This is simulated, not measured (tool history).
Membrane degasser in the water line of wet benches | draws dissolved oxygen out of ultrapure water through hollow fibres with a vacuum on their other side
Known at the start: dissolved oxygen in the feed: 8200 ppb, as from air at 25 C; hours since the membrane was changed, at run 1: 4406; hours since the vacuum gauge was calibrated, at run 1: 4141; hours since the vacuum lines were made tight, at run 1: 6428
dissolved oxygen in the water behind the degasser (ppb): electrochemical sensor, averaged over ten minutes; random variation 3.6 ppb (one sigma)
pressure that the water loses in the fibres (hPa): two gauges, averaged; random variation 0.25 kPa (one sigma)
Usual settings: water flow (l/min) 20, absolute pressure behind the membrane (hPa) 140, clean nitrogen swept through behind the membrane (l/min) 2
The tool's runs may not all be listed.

run	day	water flow (l/min)	absolute pressure behind the membrane (hPa)	clean nitrogen swept through behind the membrane (l/min)	hours since the membrane was changed	hours since the vacuum gauge was calibrated	hours since the vacuum lines were made tight	dissolved oxygen in the water behind the degasser (ppb)	pressure that the water loses in the fibres (hPa)
1	0	20	140	2	4406	4141	6428	360.7	679.2
2	3.679	20	140	2	4494	4230	6516	351.7	677.6
3	8.35	20	140	2	4607	4342	6628	357.5	684
4	12.025	20	122	2	4695	4430	6716	317.8	682.6
5	17.75	20	122	2	4832	4567	6854	320.5	680.4
6	20.588	20	122	2	4900	4635	6922	312.5	679.3
7	24.746	20	140	2	5000	4735	7021	355.5	676.1
8	29.488	27	140	2	5114	4849	7135	591.7	908.3
9	33.2	20	140	2	5203	4938	7224	357.9	676.6
10	35.904	19	140	2	5268	5003	7289	321.7	639.8
11	38.283	20	140	2	5325	5060	7346	354.1	673.9
# day 41.488: seals of the vacuum lines changed
12	43.362	20	140	1.64	5445	5180	45	404.6	673.2
13	46.762	16	140	2	5526	5262	127	250.3	537.5
14	51.733	16	140	2	5646	5381	246	252.2	542.2
15	54.679	16	140	2	5716	5452	317	249.6	539.5
16	58.738	16	140	2	5814	5549	414	249.4	536.4
17	63.175	20	140	1.01	5920	5655	520	557.5	664.3
18	68.942	18	106	3.75	6059	5794	659	160.2	604
19	72.004	29	283	1.01	6132	5867	732	1573.5	969.5
20	74.658	30	283	1.01	6196	5931	796	1626	1002.5
21	77.358	30	283	1.01	6261	5996	861	1617.7	1002.5
22	82.475	19	220	5.61	6384	6119	984	247.2	636.1
23	88.138	19	259	2	6519	6255	1120	567.8	628.5
# day 90.158: gauge calibrated
24	92.079	31	101	1.03	6614	6349	1214	801.4	1059.3
25	97.912	31	101	1.03	6754	6489	1354	795.8	1056.5
26	102.758	31	101	0.99	6870	6606	1471	816.8	1052.6
27	105.492	28	348	1.44	6936	6671	1536	1460.3	949.6
28	109.454	30	129	1.44	7031	6766	1631	784.6	1014
29	113.996	23	140	3.93	7140	6875	1740	326.7	780.1
30	117.592	21	108	2.6	7226	6961	1826	268.6	707.5
31	121.267	21	108	2.6	7315	7050	1915	275.9	708.8
32	126.242	29	137	2	7434	7169	2034	665.3	979.1
33	128.65	27	140	2	7492	7227	2092	600.1	911.8

3 ways to go on from here, each from the tool as it stands after run 33. What would each give?
A	134.171	14	140	2.25	7624	7359	2224	?	?
B	134.171	31	140	3.13	7624	7359	2224	?	?
C	134.171	24	126	2	7624	7359	2224	?	?

run	dissolved oxygen in the water behind the degasser (ppb)	pressure that the water loses in the fibres (hPa)
A	186.4	473.9
B	646.8	1040.8
C	452.5	809.5
Without the tool's hidden state the same runs would have given:
run	dissolved oxygen in the water behind the degasser (ppb)	pressure that the water loses in the fibres (hPa)
A	186.3	479.3
B	646.3	1052.7
C	452.2	818.7
